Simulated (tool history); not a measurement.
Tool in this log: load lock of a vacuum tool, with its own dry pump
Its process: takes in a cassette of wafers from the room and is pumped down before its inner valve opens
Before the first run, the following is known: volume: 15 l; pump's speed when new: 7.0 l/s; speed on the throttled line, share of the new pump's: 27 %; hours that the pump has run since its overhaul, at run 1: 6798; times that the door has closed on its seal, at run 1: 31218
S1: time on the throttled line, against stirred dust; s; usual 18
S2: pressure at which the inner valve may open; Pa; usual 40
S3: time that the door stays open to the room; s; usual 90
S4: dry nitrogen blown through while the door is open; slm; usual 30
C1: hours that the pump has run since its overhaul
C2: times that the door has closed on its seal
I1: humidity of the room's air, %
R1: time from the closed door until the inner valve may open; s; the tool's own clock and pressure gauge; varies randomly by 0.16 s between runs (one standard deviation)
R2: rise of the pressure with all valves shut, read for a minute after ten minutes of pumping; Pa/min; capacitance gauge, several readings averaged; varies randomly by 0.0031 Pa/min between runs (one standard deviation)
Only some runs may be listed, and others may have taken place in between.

{"run": 1, "hour": 0.0, "S1": 18, "S2": 40, "S3": 90, "S4": 30, "C1": 6798, "C2": 31218, "I1": 46.5, "R1": 31.2, "R2": 0.221}
{"run": 2, "hour": 131.1, "S1": 18, "S2": 40, "S3": 90, "S4": 30, "C1": 6930, "C2": 31866, "I1": 42.7, "R1": 30.9, "R2": 0.218}
{"run": 3, "hour": 204.0, "S1": 18, "S2": 40, "S3": 90, "S4": 30, "C1": 7002, "C2": 32226, "I1": 44.0, "R1": 31.0, "R2": 0.228}
{"run": 4, "hour": 322.1, "S1": 18, "S2": 40, "S3": 90, "S4": 30, "C1": 7121, "C2": 32810, "I1": 44.8, "R1": 31.2, "R2": 0.233}
{"run": 5, "hour": 478.9, "S1": 18, "S2": 40, "S3": 128, "S4": 30, "C1": 7277, "C2": 33584, "I1": 47.1, "R1": 31.1, "R2": 0.254}
{"run": 6, "hour": 628.3, "S1": 18, "S2": 40, "S3": 90, "S4": 30, "C1": 7427, "C2": 34323, "I1": 46.0, "R1": 31.0, "R2": 0.251}
{"run": 7, "hour": 782.4, "S1": 18, "S2": 40, "S3": 90, "S4": 30, "C1": 7581, "C2": 35084, "I1": 43.0, "R1": 31.1, "R2": 0.253}
{"run": 8, "hour": 951.4, "S1": 18, "S2": 36, "S3": 90, "S4": 30, "C1": 7750, "C2": 35919, "I1": 44.0, "R1": 31.4, "R2": 0.257}
{"run": 9, "hour": 1064.7, "S1": 18, "S2": 51, "S3": 90, "S4": 30, "C1": 7863, "C2": 36479, "I1": 44.6, "R1": 30.8, "R2": 0.267}
{"run": 10, "hour": 1169.5, "S1": 18, "S2": 51, "S3": 90, "S4": 30, "C1": 7968, "C2": 36997, "I1": 45.6, "R1": 30.7, "R2": 0.268}
{"run": 11, "hour": 1262.1, "S1": 18, "S2": 51, "S3": 90, "S4": 30, "C1": 8061, "C2": 37455, "I1": 45.2, "R1": 30.7, "R2": 0.275}
{"run": 12, "hour": 1341.4, "S1": 18, "S2": 51, "S3": 90, "S4": 36, "C1": 8140, "C2": 37847, "I1": 42.3, "R1": 30.7, "R2": 0.274}
{"run": 13, "hour": 1428.6, "S1": 18, "S2": 40, "S3": 90, "S4": 30, "C1": 8227, "C2": 38278, "I1": 46.0, "R1": 31.4, "R2": 0.28}
{"run": 14, "hour": 1516.1, "S1": 18, "S2": 40, "S3": 90, "S4": 30, "C1": 8315, "C2": 38710, "I1": 45.6, "R1": 31.3, "R2": 0.28}
{"run": 15, "hour": 1652.2, "S1": 18, "S2": 40, "S3": 90, "S4": 30, "C1": 8451, "C2": 39383, "I1": 46.0, "R1": 31.5, "R2": 0.302}
{"run": 16, "hour": 1773.0, "S1": 18, "S2": 73, "S3": 90, "S4": 30, "C1": 8571, "C2": 39979, "I1": 44.0, "R1": 30.0, "R2": 0.292}
{"run": 17, "hour": 1893.4, "S1": 18, "S2": 73, "S3": 86, "S4": 30, "C1": 8692, "C2": 40574, "I1": 42.4, "R1": 30.3, "R2": 0.299}
{"run": 18, "hour": 2056.4, "S1": 18, "S2": 40, "S3": 90, "S4": 30, "C1": 8855, "C2": 41380, "I1": 46.4, "R1": 31.6, "R2": 0.312}
{"run": 19, "hour": 2162.1, "S1": 17, "S2": 40, "S3": 173, "S4": 30, "C1": 8961, "C2": 41902, "I1": 46.2, "R1": 30.8, "R2": 0.339}
{"run": 20, "hour": 2330.8, "S1": 10, "S2": 40, "S3": 111, "S4": 30, "C1": 9129, "C2": 42736, "I1": 45.3, "R1": 25.8, "R2": 0.33}
{"run": 21, "hour": 2503.0, "S1": 17, "S2": 40, "S3": 90, "S4": 14, "C1": 9302, "C2": 43587, "I1": 44.4, "R1": 30.7, "R2": 0.359}
{"run": 22, "hour": 2607.6, "S1": 20, "S2": 40, "S3": 90, "S4": 25, "C1": 9406, "C2": 44104, "I1": 46.3, "R1": 32.8, "R2": 0.343}
{"run": 23, "hour": 2769.2, "S1": 20, "S2": 40, "S3": 90, "S4": 25, "C1": 9568, "C2": 44903, "I1": 40.9, "R1": 33.1, "R2": 0.345}
{"run": 24, "hour": 2920.7, "S1": 14, "S2": 29, "S3": 90, "S4": 25, "C1": 9719, "C2": 45651, "I1": 46.3, "R1": 29.6, "R2": 0.359}
{"run": 25, "hour": 3006.6, "S1": 18, "S2": 52, "S3": 90, "S4": 30, "C1": 9805, "C2": 46076, "I1": 45.7, "R1": 30.8, "R2": 0.36}
{"run": 26, "hour": 3091.8, "S1": 18, "S2": 52, "S3": 90, "S4": 30, "C1": 9890, "C2": 46497, "I1": 44.1, "R1": 31.2, "R2": 0.359}
{"run": 27, "hour": 3241.9, "S1": 18, "S2": 52, "S3": 90, "S4": 30, "C1": 10040, "C2": 47239, "I1": 46.3, "R1": 30.9, "R2": 0.368}
{"run": 28, "hour": 3392.5, "S1": 18, "S2": 73, "S3": 68, "S4": 30, "C1": 10191, "C2": 47983, "I1": 42.0, "R1": 30.0, "R2": 0.362}
{"run": 29, "hour": 3470.6, "S1": 18, "S2": 73, "S3": 68, "S4": 30, "C1": 10269, "C2": 48369, "I1": 47.9, "R1": 30.0, "R2": 0.383}
{"run": 30, "hour": 3548.7, "S1": 20, "S2": 73, "S3": 36, "S4": 30, "C1": 10347, "C2": 48755, "I1": 43.8, "R1": 31.4, "R2": 0.373}
{"run": 31, "hour": 3704.4, "S1": 20, "S2": 73, "S3": 36, "S4": 30, "C1": 10503, "C2": 49524, "I1": 49.7, "R1": 31.6, "R2": 0.375}
{"run": 32, "hour": 3785.7, "S1": 20, "S2": 30, "S3": 157, "S4": 30, "C1": 10584, "C2": 49926, "I1": 46.9, "R1": 33.7, "R2": 0.412}
{"run": 33, "hour": 3950.9, "S1": 26, "S2": 37, "S3": 90, "S4": 5, "C1": 10749, "C2": 50742, "I1": 42.9, "R1": 37.3, "R2": 0.455}
{"run": 34, "hour": 4044.4, "S1": 19, "S2": 77, "S3": 90, "S4": 30, "C1": 10843, "C2": 51204, "I1": 45.3, "R1": 30.6, "R2": 0.412}
{"run": 35, "hour": 4197.3, "S1": 18, "S2": 32, "S3": 151, "S4": 30, "C1": 10996, "C2": 51960, "I1": 44.2, "R1": 32.2, "R2": 0.44}
{"run": 36, "hour": 4309.7, "S1": 18, "S2": 32, "S3": 151, "S4": 30, "C1": 11108, "C2": 52516, "I1": 45.4, "R1": 32.1, "R2": 0.447}

What if the next run were any one of these 3? Each begins from the tool's condition after run 36:
{"run": "A", "hour": 4485.7, "S1": 14, "S2": 32, "S3": 131, "S4": 30, "C1": 11284, "C2": 53385, "I1": 44.2, "R1": "?", "R2": "?"}
{"run": "B", "hour": 4485.7, "S1": 32, "S2": 33, "S3": 82, "S4": 30, "C1": 11284, "C2": 53385, "I1": 45.3, "R1": "?", "R2": "?"}
{"run": "C", "hour": 4485.7, "S1": 18, "S2": 35, "S3": 90, "S4": 30, "C1": 11284, "C2": 53385, "I1": 46.6, "R1": "?", "R2": "?"}

run=A R1=29.5 R2=0.449
run=B R1=41.8 R2=0.431
run=C R1=32.1 R2=0.442
Stripped of hidden state, with their random variation kept, the same runs would have yielded:
run=A R1=27.5 R2=0.071
run=B R1=40.5 R2=0.060
run=C R1=30.3 R2=0.066
